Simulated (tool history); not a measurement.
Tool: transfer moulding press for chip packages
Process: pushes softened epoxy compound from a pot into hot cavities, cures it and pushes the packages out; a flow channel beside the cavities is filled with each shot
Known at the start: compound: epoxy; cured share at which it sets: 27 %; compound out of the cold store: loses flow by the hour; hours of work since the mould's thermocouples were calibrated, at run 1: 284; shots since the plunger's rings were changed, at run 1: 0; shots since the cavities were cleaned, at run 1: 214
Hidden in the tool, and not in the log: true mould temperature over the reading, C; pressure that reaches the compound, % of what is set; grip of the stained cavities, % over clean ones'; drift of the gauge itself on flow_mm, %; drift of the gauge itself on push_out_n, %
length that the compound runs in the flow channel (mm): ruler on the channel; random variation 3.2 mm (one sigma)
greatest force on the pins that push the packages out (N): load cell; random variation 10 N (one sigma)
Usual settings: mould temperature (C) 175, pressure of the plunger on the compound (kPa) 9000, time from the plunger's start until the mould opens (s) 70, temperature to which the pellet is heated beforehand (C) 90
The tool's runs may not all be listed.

run   hour  mould temperature (C)  pressure of the plunger on the compound (kPa)  time from the plunger's start until the mould opens (s)  temperature to which the pellet is heated beforehand (C)  hours of work since the mould's thermocouples were calibrated  shots since the plunger's rings were changed  shots since the cavities were cleaned  incoming compound's hours out of the cold store  length that the compound runs in the flow channel (mm)  greatest force on the pins that push the packages out (N)
  1      0                    175                                           9000                                                       70                                                        90                                                            284                                             0                                    214                                             38.9                                                     854                                                        506
      17.2  -- cavities cleaned with cleaning compound and waxed
  2   33.7                    175                                           9000                                                       70                                                        90                                                            309                                           603                                    309                                             43.1                                                     827                                                        739
      45.4  -- cavities cleaned with cleaning compound and waxed
  3   52.8                    175                                           9000                                                       70                                                        90                                                            323                                           932                                    139                                             47.6                                                     801                                                        506
      75.1  -- cavities cleaned with cleaning compound and waxed
  4   85.4                    175                                           9000                                                       70                                                        90                                                            348                                          1514                                    193                                              8.6                                                    1018                                                        568
     105.1  -- cavities cleaned with cleaning compound and waxed
  5  110.7                    175                                           9000                                                       51                                                        90                                                            367                                          1959                                    104                                             47.2                                                     797                                                        842
     134.9  -- cavities cleaned with cleaning compound and waxed
     137.9  -- cavities cleaned with cleaning compound and waxed, once more
  6  139.3                    175                                           9000                                                       51                                                        90                                                            387                                          2438                                     27                                             28.8                                                     888                                                        826
  7  162.1                    175                                           9000                                                       51                                                        90                                                            406                                          2865                                    454                                             26.7                                                     894                                                       1166
     166.8  -- cavities cleaned with cleaning compound and waxed
  8    188                    175                                           9000                                                       51                                                        90                                                            425                                          3321                                    397                                             23.1                                                     914                                                       1130
     195.1  -- cavities cleaned with cleaning compound and waxed
  9  209.7                    175                                           9000                                                       51                                                        90                                                            441                                          3699                                    273                                             26.2                                                     893                                                       1028
     223.7  -- cavities cleaned with cleaning compound and waxed
 10    235                    175                                           9000                                                       51                                                        90                                                            460                                          4145                                    213                                             22.4                                                     907                                                       1014
     251.8  -- cavities cleaned with cleaning compound and waxed
 11  251.8                    175                                           9000                                                       70                                                        90                                                            472                                          4432                                      0                                             16.3                                                     945                                                        439
     269.9  -- plunger's sealing rings changed
 12  273.9                    169                                           9000                                                       70                                                        90                                                            488                                            75                                    365                                             25.3                                                     959                                                        862
     284.8  -- cavities cleaned with cleaning compound and waxed
 13  308.7                    175                                           9000                                                       68                                                        90                                                            514                                           699                                    448                                               22                                                     940                                                        644
     314.8  -- cavities cleaned with cleaning compound and waxed
 14  328.4                    175                                           9000                                                       68                                                        90                                                            529                                          1039                                    253                                              8.8                                                    1019                                                        584
     344.4  -- cavities cleaned with cleaning compound and waxed
 15  363.9                    175                                           9000                                                       68                                                        90                                                            556                                          1675                                    365                                               18                                                     955                                                        624
     374.4  -- mould's thermocouples calibrated
     375.9  -- cavities cleaned with cleaning compound and waxed
 16  400.5                    173                                           9910                                                       51                                                        81                                                             20                                          2295                                    460                                             17.2                                                    1027                                                       1398
     403.6  -- cavities cleaned with cleaning compound and waxed
 17  427.1                    173                                           9910                                                       51                                                        82                                                             40                                          2764                                    439                                             32.4                                                     920                                                       1295
     432.7  -- cavities cleaned with cleaning compound and waxed
 18  445.3                    168                                           7710                                                       53                                                        85                                                             53                                          3076                                    234                                             12.8                                                     944                                                       1655
     462.1  -- cavities cleaned with cleaning compound and waxed
 19  482.7                    167                                           9560                                                       67                                                        90                                                             81                                          3748                                    384                                              9.5                                                    1081                                                       1238
     491.7  -- cavities cleaned with cleaning compound and waxed
 20  514.5                    181                                           8690                                                       98                                                        81                                                            106                                          4316                                    427                                             30.2                                                     828                                                        523
     520.8  -- cavities cleaned with cleaning compound and waxed
       539  -- plunger's sealing rings changed
 21  541.3                    174                                           9000                                                       70                                                        88                                                            124                                            43                                    337                                             16.5                                                     981                                                        621
     550.8  -- cavities cleaned with cleaning compound and waxed
 22  561.9                    180                                           7130                                                       65                                                        93                                                            139                                           400                                    206                                             31.3                                                     773                                                        481
     579.9  -- cavities cleaned with cleaning compound and waxed
 23  580.5                    180                                           8580                                                       65                                                        93                                                            153                                           720                                     11                                             42.2                                                     789                                                        393
 24  596.8                    171                                           7730                                                       60                                                        91                                                            166                                          1027                                    318                                             40.2                                                     789                                                        953
     609.9  -- cavities cleaned with cleaning compound and waxed
 25  618.5                    171                                           7730                                                       60                                                        91                                                            182                                          1403                                    159                                             46.8                                                     764                                                        839
     638.5  -- cavities cleaned with cleaning compound and waxed
 26  638.8                    171                                           8770                                                       81                                                        91                                                            197                                          1756                                      7                                             44.3                                                     818                                                        425

The same runs without the tool's hidden state, with the same run-to-run variation:
run  length that the compound runs in the flow channel (mm)  greatest force on the pins that push the packages out (N)
  1                                                     857                                                        429
  2                                                     834                                                        439
  3                                                     810                                                        439
  4                                                    1035                                                        479
  5                                                     813                                                        761
  6                                                     911                                                        813
  7                                                     920                                                        844
  8                                                     945                                                        843
  9                                                     926                                                        827
 10                                                     945                                                        858
 11                                                     987                                                        448
 12                                                     964                                                        666
 13                                                     950                                                        461
 14                                                    1033                                                        479
 15                                                     974                                                        470
 16                                                    1051                                                       1020
 17                                                     946                                                        945
 18                                                     974                                                       1343
 19                                                    1123                                                        934
 20                                                     865                                                        371
 21                                                     985                                                        491
 22                                                     778                                                        394
 23                                                     797                                                        383
 24                                                     799                                                        737
 25                                                     776                                                        729
 26                                                     833                                                        423

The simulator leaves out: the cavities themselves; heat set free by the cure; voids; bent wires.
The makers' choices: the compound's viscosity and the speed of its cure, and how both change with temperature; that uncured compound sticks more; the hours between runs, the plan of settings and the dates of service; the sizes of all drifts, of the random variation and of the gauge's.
